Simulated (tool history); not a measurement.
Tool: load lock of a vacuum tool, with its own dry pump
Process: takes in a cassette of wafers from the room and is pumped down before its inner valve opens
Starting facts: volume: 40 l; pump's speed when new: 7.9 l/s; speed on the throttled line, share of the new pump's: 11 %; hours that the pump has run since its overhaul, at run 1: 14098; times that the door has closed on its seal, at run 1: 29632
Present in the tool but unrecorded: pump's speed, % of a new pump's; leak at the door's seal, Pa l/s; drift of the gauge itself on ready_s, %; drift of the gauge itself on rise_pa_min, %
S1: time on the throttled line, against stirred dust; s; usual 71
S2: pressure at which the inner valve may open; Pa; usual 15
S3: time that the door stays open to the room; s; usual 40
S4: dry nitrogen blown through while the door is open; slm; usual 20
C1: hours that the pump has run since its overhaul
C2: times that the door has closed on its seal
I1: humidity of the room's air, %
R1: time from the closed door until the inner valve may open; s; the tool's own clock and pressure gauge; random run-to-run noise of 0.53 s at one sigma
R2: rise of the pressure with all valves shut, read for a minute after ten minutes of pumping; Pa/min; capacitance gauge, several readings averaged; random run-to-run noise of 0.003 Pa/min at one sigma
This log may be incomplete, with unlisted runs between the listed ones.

run 1 day=0.000 | S1=71 S2=15 S3=40 S4=20 | C1=14098 C2=29632 | I1=41.3 | R1=114.3 R2=0.065
run 2 day=8.325 | S1=71 S2=15 S3=40 S4=20 | C1=14298 C2=30537 | I1=44.3 | R1=114.2 R2=0.068
run 3 day=16.762 | S1=71 S2=15 S3=40 S4=20 | C1=14501 C2=31453 | I1=45.4 | R1=115.0 R2=0.070
run 4 day=25.792 | S1=71 S2=15 S3=40 S4=20 | C1=14717 C2=32434 | I1=41.9 | R1=114.7 R2=0.071
run 5 day=35.642 | S1=71 S2=15 S3=53 S4=20 | C1=14954 C2=33504 | I1=43.5 | R1=115.5 R2=0.077
run 6 day=43.950 | S1=71 S2=15 S3=53 S4=20 | C1=15153 C2=34407 | I1=44.9 | R1=115.7 R2=0.083
run 7 day=56.308 | S1=71 S2=15 S3=229 S4=20 | C1=15450 C2=35750 | I1=45.5 | R1=116.1 R2=0.111
run 8 day=66.592 | S1=71 S2=15 S3=229 S4=20 | C1=15696 C2=36867 | I1=45.3 | R1=116.9 R2=0.111
run 9 day=73.946 | S1=71 S2=15 S3=229 S4=20 | C1=15873 C2=37666 | I1=42.1 | R1=116.4 R2=0.112
run 10 day=81.708 | S1=72 S2=10 S3=38 S4=14 | C1=16059 C2=38509 | I1=44.6 | R1=120.3 R2=0.096
run 11 day=87.021 | S1=68 S2=15 S3=32 S4=20 | C1=16187 C2=39086 | I1=43.6 | R1=112.9 R2=0.091
run 12 day=100.104 | S1=71 S2=15 S3=27 S4=13 | C1=16501 C2=40507 | I1=42.1 | R1=116.5 R2=0.094
run 13 day=109.779 | S1=136 S2=18 S3=40 S4=20 | C1=16733 C2=41559 | I1=45.1 | R1=171.7 R2=0.093
run 14 day=116.225 | S1=63 S2=11 S3=40 S4=20 | C1=16888 C2=42259 | I1=44.3 | R1=112.0 R2=0.093
run 15 day=121.925 | S1=63 S2=29 S3=40 S4=17 | C1=17025 C2=42878 | I1=42.8 | R1=105.9 R2=0.100
run 16 day=133.321 | S1=103 S2=20 S3=143 S4=45 | C1=17298 C2=44116 | I1=45.8 | R1=143.0 R2=0.103

Each run again, without the hidden state but with its own random variation kept:
run=1 R1=107.2 R2=0.028
run=2 R1=107.0 R2=0.029
run=3 R1=107.7 R2=0.029
run=4 R1=107.2 R2=0.028
run=5 R1=107.8 R2=0.031
run=6 R1=107.8 R2=0.036
run=7 R1=108.2 R2=0.060
run=8 R1=108.8 R2=0.057
run=9 R1=108.2 R2=0.055
run=10 R1=111.5 R2=0.037
run=11 R1=104.5 R2=0.031
run=12 R1=107.8 R2=0.030
run=13 R1=165.0 R2=0.028
run=14 R1=102.5 R2=0.024
run=15 R1=97.6 R2=0.031
run=16 R1=135.2 R2=0.030

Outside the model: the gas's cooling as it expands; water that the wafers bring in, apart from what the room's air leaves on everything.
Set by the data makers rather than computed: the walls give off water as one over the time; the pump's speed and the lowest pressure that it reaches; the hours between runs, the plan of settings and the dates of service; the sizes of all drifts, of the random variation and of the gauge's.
